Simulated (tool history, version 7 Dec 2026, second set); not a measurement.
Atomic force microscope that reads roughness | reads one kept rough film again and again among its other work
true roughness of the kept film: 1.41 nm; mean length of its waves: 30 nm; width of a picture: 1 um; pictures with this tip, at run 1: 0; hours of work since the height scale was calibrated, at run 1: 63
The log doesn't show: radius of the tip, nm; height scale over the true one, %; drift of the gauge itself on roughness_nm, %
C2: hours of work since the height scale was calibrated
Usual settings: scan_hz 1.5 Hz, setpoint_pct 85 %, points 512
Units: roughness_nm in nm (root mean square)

run 1 hour=0 | scan_hz=1.5 setpoint_pct=85 points=512 | pictures_with_this_tip=0 C2=63 | roughness_nm=1.142
run 2 hour=6.1 | scan_hz=1.5 setpoint_pct=85 points=512 | pictures_with_this_tip=7 C2=66 | roughness_nm=1.132
run 3 hour=15 | scan_hz=1.5 setpoint_pct=85 points=830 | pictures_with_this_tip=17 C2=70 | roughness_nm=1.128
run 4 hour=20.1 | scan_hz=1.5 setpoint_pct=85 points=830 | pictures_with_this_tip=23 C2=72 | roughness_nm=1.112
run 5 hour=30.9 | scan_hz=1.5 setpoint_pct=85 points=830 | pictures_with_this_tip=35 C2=76 | roughness_nm=1.114
run 6 hour=35.9 | scan_hz=1.5 setpoint_pct=85 points=830 | pictures_with_this_tip=41 C2=78 | roughness_nm=1.096
run 7 hour=40.5 | scan_hz=1.5 setpoint_pct=85 points=830 | pictures_with_this_tip=46 C2=80 | roughness_nm=1.092
run 8 hour=46.8 | scan_hz=3.52 setpoint_pct=85 points=830 | pictures_with_this_tip=54 C2=83 | roughness_nm=0.92
run 9 hour=54.8 | scan_hz=3.52 setpoint_pct=85 points=830 | pictures_with_this_tip=63 C2=86 | roughness_nm=0.908
run 10 hour=62.7 | scan_hz=3.52 setpoint_pct=85 points=830 | pictures_with_this_tip=72 C2=90 | roughness_nm=0.896
run 11 hour=72.5 | scan_hz=3.52 setpoint_pct=85 points=830 | pictures_with_this_tip=83 C2=94 | roughness_nm=0.888
run 12 hour=82.1 | scan_hz=1.33 setpoint_pct=85 points=512 | pictures_with_this_tip=94 C2=98 | roughness_nm=1.06
run 13 hour=86.8 | scan_hz=1.33 setpoint_pct=85 points=512 | pictures_with_this_tip=100 C2=100 | roughness_nm=1.052
run 14 hour=94.3 | scan_hz=1.33 setpoint_pct=85 points=512 | pictures_with_this_tip=109 C2=103 | roughness_nm=1.042
run 15 hour=102.6 | scan_hz=1.5 setpoint_pct=76 points=484 | pictures_with_this_tip=118 C2=107 | roughness_nm=1.07
run 16 hour=111.8 | scan_hz=2.42 setpoint_pct=60 points=265 | pictures_with_this_tip=129 C2=110 | roughness_nm=1.089
run 17 hour=118 | scan_hz=1.5 setpoint_pct=85 points=538 | pictures_with_this_tip=136 C2=113 | roughness_nm=1.008
run 18 hour=124.4 | scan_hz=2.12 setpoint_pct=57 points=660 | pictures_with_this_tip=143 C2=116 | roughness_nm=1.103
run 19 hour=131.9 | scan_hz=2.12 setpoint_pct=57 points=660 | pictures_with_this_tip=152 C2=119 | roughness_nm=1.106
run 20 hour=137.2 | scan_hz=0.88 setpoint_pct=61 points=272 | pictures_with_this_tip=158 C2=121 | roughness_nm=1.098
run 21 hour=146.7 | scan_hz=2.64 setpoint_pct=70 points=272 | pictures_with_this_tip=169 C2=125 | roughness_nm=0.992
run 22 hour=156.1 | scan_hz=2.64 setpoint_pct=70 points=272 | pictures_with_this_tip=180 C2=129 | roughness_nm=0.975
run 23 hour=165.6 | scan_hz=1.5 setpoint_pct=85 points=453 | pictures_with_this_tip=191 C2=133 | roughness_nm=0.947
-- hour=173.8 new tip fitted
run 24 hour=176.9 | scan_hz=1.5 setpoint_pct=85 points=453 | pictures_with_this_tip=3 C2=138 | roughness_nm=1.129
run 25 hour=181.7 | scan_hz=0.89 setpoint_pct=85 points=485 | pictures_with_this_tip=9 C2=140 | roughness_nm=1.189
run 26 hour=188 | scan_hz=1.74 setpoint_pct=80 points=518 | pictures_with_this_tip=16 C2=142 | roughness_nm=1.127
run 27 hour=195.8 | scan_hz=1.5 setpoint_pct=58 points=530 | pictures_with_this_tip=25 C2=146 | roughness_nm=1.251
run 28 hour=206.7 | scan_hz=1.5 setpoint_pct=58 points=530 | pictures_with_this_tip=38 C2=150 | roughness_nm=1.222

Forecast each of these 5 alternatives for the next run:
run A hour=214.5 | scan_hz=0.64 setpoint_pct=85 points=430 | pictures_with_this_tip=47 C2=153 | roughness_nm=?
run B hour=214.5 | scan_hz=2.05 setpoint_pct=66 points=654 | pictures_with_this_tip=47 C2=153 | roughness_nm=?
run C hour=214.5 | scan_hz=1.11 setpoint_pct=87 points=422 | pictures_with_this_tip=47 C2=153 | roughness_nm=?
run D hour=214.5 | scan_hz=1.5 setpoint_pct=58 points=501 | pictures_with_this_tip=47 C2=153 | roughness_nm=?
run E hour=214.5 | scan_hz=0.61 setpoint_pct=58 points=384 | pictures_with_this_tip=47 C2=153 | roughness_nm=?

run=A roughness_nm=1.175
run=B roughness_nm=1.162
run=C roughness_nm=1.114
run=D roughness_nm=1.221
run=E roughness_nm=1.227
Without the tool's hidden state the same runs would have given:
run=A roughness_nm=1.235
run=B roughness_nm=1.222
run=C roughness_nm=1.172
run=D roughness_nm=1.284
run=E roughness_nm=1.291
